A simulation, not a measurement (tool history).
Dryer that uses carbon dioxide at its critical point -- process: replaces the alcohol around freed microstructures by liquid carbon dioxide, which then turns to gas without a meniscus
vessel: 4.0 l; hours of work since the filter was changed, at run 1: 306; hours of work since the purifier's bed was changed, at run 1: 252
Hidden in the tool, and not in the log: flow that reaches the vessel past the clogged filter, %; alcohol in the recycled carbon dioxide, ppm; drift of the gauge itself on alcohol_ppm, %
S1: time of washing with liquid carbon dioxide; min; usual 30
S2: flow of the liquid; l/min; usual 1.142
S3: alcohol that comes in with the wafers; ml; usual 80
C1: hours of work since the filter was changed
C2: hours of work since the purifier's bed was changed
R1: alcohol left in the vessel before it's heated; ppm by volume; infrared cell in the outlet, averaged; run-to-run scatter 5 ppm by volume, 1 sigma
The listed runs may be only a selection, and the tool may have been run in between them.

run 1 day=0 | S1=30 S2=1.142 S3=80 | C1=306 C2=252 | R1=89
run 2 day=2.454 | S1=30 S2=1.142 S3=80 | C1=340 C2=287 | R1=95
run 3 day=5.362 | S1=30 S2=1.142 S3=80 | C1=381 C2=328 | R1=107
run 4 day=7.033 | S1=30 S2=1.72 S3=80 | C1=404 C2=351 | R1=67
run 5 day=9.562 | S1=30 S2=1.142 S3=80 | C1=440 C2=386 | R1=123
run 6 day=11.542 | S1=30 S2=1.142 S3=89 | C1=467 C2=414 | R1=128
run 7 day=13.558 | S1=30 S2=1.142 S3=80 | C1=496 C2=442 | R1=133
run 8 day=15.975 | S1=19 S2=1.142 S3=80 | C1=529 C2=476 | R1=569
-- day=16.304 inlet filter changed
run 9 day=18.583 | S1=23 S2=1.142 S3=80 | C1=32 C2=512 | R1=199
run 10 day=21.029 | S1=23 S2=1.142 S3=80 | C1=66 C2=546 | R1=204
run 11 day=23.625 | S1=23 S2=1.142 S3=80 | C1=103 C2=583 | R1=222
run 12 day=25.8 | S1=36 S2=1.142 S3=80 | C1=133 C2=613 | R1=115
run 13 day=28.829 | S1=22 S2=1.142 S3=80 | C1=176 C2=656 | R1=283
run 14 day=30.433 | S1=22 S2=1.142 S3=80 | C1=198 C2=678 | R1=305
run 15 day=32.388 | S1=22 S2=1.142 S3=80 | C1=225 C2=706 | R1=299
run 16 day=35.054 | S1=22 S2=1.142 S3=80 | C1=263 C2=743 | R1=330
run 17 day=36.304 | S1=30 S2=1.142 S3=75 | C1=280 C2=761 | R1=174
run 18 day=38.592 | S1=30 S2=1.142 S3=75 | C1=312 C2=793 | R1=186
run 19 day=40.254 | S1=30 S2=1.142 S3=75 | C1=336 C2=816 | R1=184
run 20 day=41.783 | S1=28 S2=1.142 S3=75 | C1=357 C2=837 | R1=208
run 21 day=43.296 | S1=28 S2=0.7 S3=75 | C1=378 C2=858 | R1=769
run 22 day=44.629 | S1=45 S2=1.142 S3=25 | C1=397 C2=877 | R1=154
run 23 day=47.204 | S1=45 S2=1.142 S3=25 | C1=433 C2=913 | R1=162
run 24 day=49.179 | S1=45 S2=1.142 S3=25 | C1=461 C2=941 | R1=164
run 25 day=51.033 | S1=45 S2=1.142 S3=25 | C1=487 C2=967 | R1=167
run 26 day=53.167 | S1=39 S2=1.142 S3=57 | C1=517 C2=997 | R1=174
-- day=54.283 inlet filter changed
run 27 day=55.908 | S1=39 S2=1.36 S3=33 | C1=23 C2=1035 | R1=184
run 28 day=58.471 | S1=30 S2=0.85 S3=81 | C1=59 C2=1071 | R1=342
run 29 day=60.342 | S1=30 S2=0.85 S3=81 | C1=85 C2=1097 | R1=330
-- day=62.246 purifier's bed changed
run 30 day=62.65 | S1=47 S2=0.85 S3=60 | C1=116 C2=6 | R1=13
run 31 day=65.054 | S1=45 S2=1.142 S3=79 | C1=149 C2=39 | R1=17
run 32 day=67.662 | S1=30 S2=1.142 S3=44 | C1=186 C2=76 | R1=43
run 33 day=69.383 | S1=32 S2=1.142 S3=44 | C1=210 C2=100 | R1=36
run 34 day=70.896 | S1=29 S2=0.72 S3=100 | C1=231 C2=121 | R1=573
run 35 day=73.979 | S1=27 S2=1.16 S3=87 | C1=274 C2=164 | R1=103
run 36 day=76.329 | S1=23 S2=1.74 S3=35 | C1=307 C2=197 | R1=45
run 37 day=78.621 | S1=30 S2=1.53 S3=35 | C1=339 C2=229 | R1=42
run 38 day=80.779 | S1=40 S2=1.53 S3=35 | C1=370 C2=260 | R1=53
run 39 day=82.967 | S1=40 S2=0.87 S3=22 | C1=400 C2=290 | R1=68
run 40 day=84.429 | S1=40 S2=0.87 S3=22 | C1=421 C2=311 | R1=70
run 41 day=86.688 | S1=23 S2=0.74 S3=55 | C1=452 C2=342 | R1=841
run 42 day=89.75 | S1=30 S2=0.74 S3=95 | C1=495 C2=385 | R1=625

Consider 5 possible next runs. They are alternatives, not a sequence: every one starts from the tool as it was left by run 42. What does each give?
run A day=91.512 | S1=26 S2=0.99 S3=78 | C1=520 C2=410 | R1=?
run B day=91.512 | S1=21 S2=1.76 S3=36 | C1=520 C2=410 | R1=?
run C day=91.512 | S1=33 S2=1.5 S3=100 | C1=520 C2=410 | R1=?
run D day=91.512 | S1=24 S2=0.74 S3=117 | C1=520 C2=410 | R1=?
run E day=91.512 | S1=30 S2=1.65 S3=80 | C1=520 C2=410 | R1=?

run=A R1=351
run=B R1=96
run=C R1=76
run=D R1=1560
run=E R1=77
What these runs would have given with no unlogged condition in the tool:
run=A R1=129
run=B R1=11
run=C R1=0
run=D R1=845
run=E R1=2

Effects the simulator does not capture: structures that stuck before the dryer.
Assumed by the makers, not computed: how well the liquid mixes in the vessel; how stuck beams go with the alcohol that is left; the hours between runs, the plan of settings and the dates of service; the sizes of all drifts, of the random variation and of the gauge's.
